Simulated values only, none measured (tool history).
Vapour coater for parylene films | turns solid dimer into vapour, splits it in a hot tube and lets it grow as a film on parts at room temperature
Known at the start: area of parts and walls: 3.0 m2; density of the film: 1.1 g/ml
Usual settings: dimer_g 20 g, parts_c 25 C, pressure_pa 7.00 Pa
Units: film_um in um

| run | hour | dimer_g | parts_c | pressure_pa | film_um |
|---|---|---|---|---|---|
| 1 | 0.0 | 20 | 25 | 7.00 | 3.25 |
| 2 | 11.3 | 20 | 25 | 2.48 | 4.21 |
| 3 | 22.0 | 20 | 32 | 7.00 | 2.40 |
| 4 | 36.8 | 20 | 25 | 7.00 | 3.29 |
| 5 | 51.2 | 20 | 37 | 7.00 | 1.90 |
| 6 | 61.0 | 20 | 37 | 7.00 | 1.90 |
| 7 | 70.6 | 20 | 25 | 7.00 | 3.28 |
| 8 | 79.5 | 20 | 25 | 5.95 | 3.35 |
| 9 | 90.1 | 20 | 25 | 5.95 | 3.34 |
| 10 | 96.7 | 20 | 25 | 7.00 | 3.20 |
| 11 | 110.6 | 20 | 25 | 7.00 | 3.20 |
| 12 | 124.5 | 20 | 25 | 7.00 | 3.27 |
| 13 | 133.1 | 21 | 36 | 7.00 | 2.02 |
| 14 | 146.2 | 21 | 36 | 7.00 | 2.04 |
|  | 151.4 | trap's valve overhauled |
| 15 | 166.4 | 20 | 18 | 7.00 | 4.28 |
| 16 | 176.4 | 20 | 18 | 7.00 | 4.28 |
| 17 | 186.7 | 33 | 21 | 3.91 | 6.91 |

Run 18 comes next. What will it give?
| 18 | 196.4 | 33 | 21 | 3.91 | ? |

film_um: 6.93 um
Without the tool's hidden state the same run would have given film_um 7.87 um.
